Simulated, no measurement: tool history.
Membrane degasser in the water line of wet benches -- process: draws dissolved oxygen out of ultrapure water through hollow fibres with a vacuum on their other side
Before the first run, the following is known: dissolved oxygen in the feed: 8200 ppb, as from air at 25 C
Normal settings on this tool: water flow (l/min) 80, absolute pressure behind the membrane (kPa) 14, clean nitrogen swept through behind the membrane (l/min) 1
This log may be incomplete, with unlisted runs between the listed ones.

| run | hour | water flow (l/min) | absolute pressure behind the membrane (kPa) | clean nitrogen swept through behind the membrane (l/min) | dissolved oxygen in the water behind the degasser (ppb) | pressure that the water loses in the fibres (kPa) |
|---|---|---|---|---|---|---|
| 1 | 0 | 80 | 14 | 1 | 1286.9 | 66.83 |
| 2 | 85.6 | 80 | 14 | 1 | 1287.7 | 66.71 |
| 3 | 164.4 | 80 | 14 | 1 | 1280.1 | 66.9 |
| 4 | 223.5 | 80 | 14 | 0.47 | 1931.2 | 66.94 |
| 5 | 315.5 | 80 | 14 | 0.47 | 1931.7 | 67.02 |
| 6 | 410.9 | 80 | 14 | 1 | 1283.4 | 66.89 |
| 7 | 458.8 | 80 | 14 | 1 | 1285.6 | 67.21 |
| 8 | 507 | 61 | 14 | 1 | 1080.3 | 51.22 |
| 9 | 566.4 | 55 | 14 | 1 | 1005.1 | 46 |
| 10 | 663.5 | 68 | 14 | 1 | 1158.3 | 57.03 |
| 11 | 755.3 | 68 | 14 | 1 | 1154.4 | 57.05 |
| 12 | 856.6 | 68 | 14 | 1 | 1160.7 | 57.96 |
| 13 | 953.7 | 108 | 14 | 1 | 1535.4 | 91.53 |
| 14 | 1039.4 | 108 | 14 | 1 | 1534 | 91.32 |
| 15 | 1117 | 108 | 14 | 1 | 1540.4 | 91.36 |
| 16 | 1179.7 | 108 | 14 | 1 | 1540.3 | 91.04 |
| 17 | 1230.6 | 113 | 9.8 | 1.42 | 824.7 | 95.27 |
| 18 | 1297.3 | 113 | 8.8 | 1 | 876.8 | 95.37 |
| 19 | 1340.1 | 80 | 14 | 2.3 | 717.9 | 68.06 |
| 20 | 1385.3 | 80 | 14 | 2.3 | 716.6 | 67.86 |
| 21 | 1440.4 | 80 | 13 | 1 | 1178.8 | 68.01 |
| 22 | 1511.5 | 128 | 9.3 | 1.1 | 967.5 | 109.48 |
| 23 | 1590.2 | 128 | 11.6 | 0.88 | 1445.7 | 109 |
| 24 | 1650.3 | 128 | 11.6 | 0.88 | 1452.2 | 109.06 |
| 25 | 1697.4 | 128 | 11.6 | 0.88 | 1449.9 | 106.76 |
| 26 | 1764.2 | 99 | 12.5 | 0.88 | 1375.6 | 82.45 |
| 27 | 1847.3 | 99 | 17 | 0.62 | 2305.1 | 82.26 |
| 28 | 1906.3 | 99 | 17 | 0.62 | 2301.1 | 82.77 |
| 29 | 1961.6 | 99 | 17 | 0.62 | 2298.6 | 82.26 |
| 30 | 2015.5 | 128 | 29.8 | 0.64 | 4109.7 | 106.9 |
| 31 | 2078.7 | 72 | 14 | 0.62 | 1596.3 | 60.06 |

The log once held 2 entries between its listed runs, left out of this copy. Where does each go, and what is different about the tool's unlogged condition between the listed run before it and the listed run after it?
From run 24 to run 25: gauge calibrated (hour 1682.6)
  drift of the gauge itself on loss_of_pressure_kpa, %: 2.22 -> 0.02
  difference, measured minus the result without the unlogged condition, pressure that the water loses in the fibres (kPa): +2.4 -> +0.06
From run 28 to run 29: seals of the vacuum lines changed (hour 1943.8)
  air that leaks in behind the membrane, l/min: 0.0023 -> 0.002; drift of the gauge itself on loss_of_pressure_kpa, %: 0.3 -> 0.37
  difference, measured minus the result without the unlogged condition, pressure that the water loses in the fibres (kPa): +0.27 -> +0.33

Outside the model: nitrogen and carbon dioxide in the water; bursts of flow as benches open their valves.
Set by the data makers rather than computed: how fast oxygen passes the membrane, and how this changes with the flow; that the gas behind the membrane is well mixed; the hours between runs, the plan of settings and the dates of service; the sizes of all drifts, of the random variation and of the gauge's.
